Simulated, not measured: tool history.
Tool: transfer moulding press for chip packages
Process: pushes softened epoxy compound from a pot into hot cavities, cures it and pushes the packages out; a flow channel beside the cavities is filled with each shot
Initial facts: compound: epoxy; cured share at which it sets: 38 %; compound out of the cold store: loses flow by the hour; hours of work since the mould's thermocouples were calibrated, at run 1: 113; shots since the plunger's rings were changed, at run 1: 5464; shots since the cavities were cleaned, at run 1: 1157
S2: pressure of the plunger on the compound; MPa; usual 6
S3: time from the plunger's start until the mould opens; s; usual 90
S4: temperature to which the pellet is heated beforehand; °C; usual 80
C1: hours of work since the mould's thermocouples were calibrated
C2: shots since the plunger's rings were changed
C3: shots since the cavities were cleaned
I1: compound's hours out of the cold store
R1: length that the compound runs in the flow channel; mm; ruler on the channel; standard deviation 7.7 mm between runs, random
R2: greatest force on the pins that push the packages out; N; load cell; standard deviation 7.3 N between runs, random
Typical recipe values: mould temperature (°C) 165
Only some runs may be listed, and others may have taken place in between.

Run 1, hour 0: usual settings; C1 113; C2 5464; C3 1157; I1 38.4. Result: R1 915 mm, R2 296 N.
At hour 3.6: cavities cleaned with cleaning compound and waxed.
Run 2, hour 17.3: usual settings but S3 107 s; C1 124; C2 5671; C3 180; I1 18. Result: R1 940 mm, R2 282 N.
Run 3, hour 28.2: usual settings but S3 107 s; C1 132; C2 5812; C3 321; I1 21.5. Result: R1 942 mm, R2 289 N.
Run 4, hour 39.1: usual settings but S3 102 s; C1 140; C2 5955; C3 464; I1 35.1. Result: R1 910 mm, R2 274 N.
Run 5, hour 47.3: usual settings; C1 146; C2 6062; C3 571; I1 34.2. Result: R1 927 mm, R2 312 N.
Run 6, hour 61.5: usual settings; C1 156; C2 6248; C3 757; I1 11.7. Result: R1 973 mm, R2 301 N.
At hour 72.1: plunger's sealing rings changed.
Run 7, hour 77.9: usual settings; C1 166; C2 76; C3 938; I1 30. Result: R1 929 mm, R2 303 N.
Run 8, hour 87.6: usual settings but mould temperature (°C) 161, S2 5.07 MPa, S3 117 s, S4 89 °C; C1 173; C2 203; C3 1065; I1 39.5. Result: R1 828 mm, R2 277 N.
Run 9, hour 96: usual settings but mould temperature (°C) 162, S3 85 s; C1 179; C2 312; C3 1174; I1 46.1. Result: R1 908 mm, R2 379 N.
At hour 98.7: cavities cleaned with cleaning compound and waxed.
Run 10, hour 109.3: usual settings but mould temperature (°C) 171, S2 5.74 MPa, S3 108 s, S4 88 °C; C1 187; C2 466; C3 138; I1 29.3. Result: R1 897 mm, R2 259 N.
Run 11, hour 116: usual settings but mould temperature (°C) 158, S4 87 °C; C1 192; C2 554; C3 226; I1 35.3. Result: R1 930 mm, R2 434 N.
Run 12, hour 129.8: usual settings but mould temperature (°C) 158, S3 99 s; C1 202; C2 734; C3 406; I1 45. Result: R1 915 mm, R2 365 N.
Run 13, hour 145.8: usual settings but mould temperature (°C) 158, S2 4.71 MPa, S3 100 s; C1 213; C2 943; C3 615; I1 45.4. Result: R1 809 mm, R2 370 N.
Run 14, hour 158.4: usual settings but mould temperature (°C) 163, S2 5.01 MPa, S3 107 s, S4 75 °C; C1 222; C2 1108; C3 780; I1 41.7. Result: R1 827 mm, R2 299 N.

Alternative continuations, all from the tool just after run 14; predict every row:
Run A, hour 169.2: usual settings but mould temperature (°C) 170, S2 5.01 MPa, S3 129 s, S4 73 °C; C1 230; C2 1249; C3 921; I1 18.2. Result: R1 ?, R2 ?.
Run B, hour 169.2: usual settings but mould temperature (°C) 163, S2 4.52 MPa, S3 80 s, S4 85 °C; C1 230; C2 1249; C3 921; I1 39.2. Result: R1 ?, R2 ?.
Run C, hour 169.2: usual settings but mould temperature (°C) 172, S2 5.96 MPa, S3 81 s; C1 230; C2 1249; C3 921; I1 39.6. Result: R1 ?, R2 ?.
Run D, hour 169.2: usual settings but mould temperature (°C) 159, S2 5.01 MPa, S3 107 s, S4 75 °C; C1 230; C2 1249; C3 921; I1 20.8. Result: R1 ?, R2 ?.

run   R1   R2
  A  842  273
  B  781  389
  C  873  276
  D  887  317
Had the tool no hidden state, the same runs would have come out as:
run   R1   R2
  A  842  270
  B  781  386
  C  873  273
  D  888  314
